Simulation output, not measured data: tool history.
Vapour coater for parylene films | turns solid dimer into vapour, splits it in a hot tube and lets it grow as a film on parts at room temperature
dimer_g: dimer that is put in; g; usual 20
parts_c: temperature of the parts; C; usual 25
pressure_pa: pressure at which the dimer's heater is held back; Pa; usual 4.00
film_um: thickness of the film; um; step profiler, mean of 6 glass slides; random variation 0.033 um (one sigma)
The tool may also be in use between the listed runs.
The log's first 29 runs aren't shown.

run     day  dimer_g  parts_c  pressure_pa  hours of work since the trap's valve was overhauled  hours of work since the table's thermometer was calibrated  film_um
 30  62.700        8       27         5.67                                                   78                                                         451     1.69
 31  65.367        8       27         5.67                                                  130                                                         503     1.68
 32  67.188       18       19         6.48                                                  166                                                         539     4.73
 33  70.096       18       29        10.01                                                  223                                                         596     3.34
 34  72.446       18       26        11.84                                                  269                                                         642     3.57
 35  73.925       18       26        11.84                                                  298                                                         670     3.58
 36  76.308        9       31         5.25                                                  344                                                         717     1.65
     78.379  -- trap's valve overhauled
 37  78.379        9       31         5.25                                                    0                                                         754     1.70
 38  80.212        9       31         5.25                                                   36                                                         790     1.69
 39  82.200       14       34         6.39                                                   75                                                         829     2.34
 40  83.562       18       23         4.40                                                  101                                                         856     4.40
 41  86.083       18       23         4.13                                                  151                                                         905     4.38
 42  87.467       18       23         2.80                                                  178                                                         932     4.62
 43  90.171       11       23         3.74                                                  231                                                         985     2.70
 44  92.988       11       23         3.74                                                  286                                                        1040     2.73
 45  95.088       28       27         2.09                                                  327                                                        1081     6.49

Forecast each of these 5 alternatives for the next run:
  A  96.679        9       25         4.14                                                  358                                                        1112        ?
  B  96.679       24       22         6.11                                                  358                                                        1112        ?
  C  96.679       20       17         4.00                                                  358                                                        1112        ?
  D  96.679       24       30         2.41                                                  358                                                        1112        ?
  E  96.679       13       25         8.71                                                  358                                                        1112        ?

run  film_um
  A     2.05
  B     5.72
  C     5.74
  D     5.05
  E     2.74
Without the tool's hidden state the same runs would have given:
run  film_um
  A     2.06
  B     5.73
  C     5.76
  D     5.07
  E     2.75
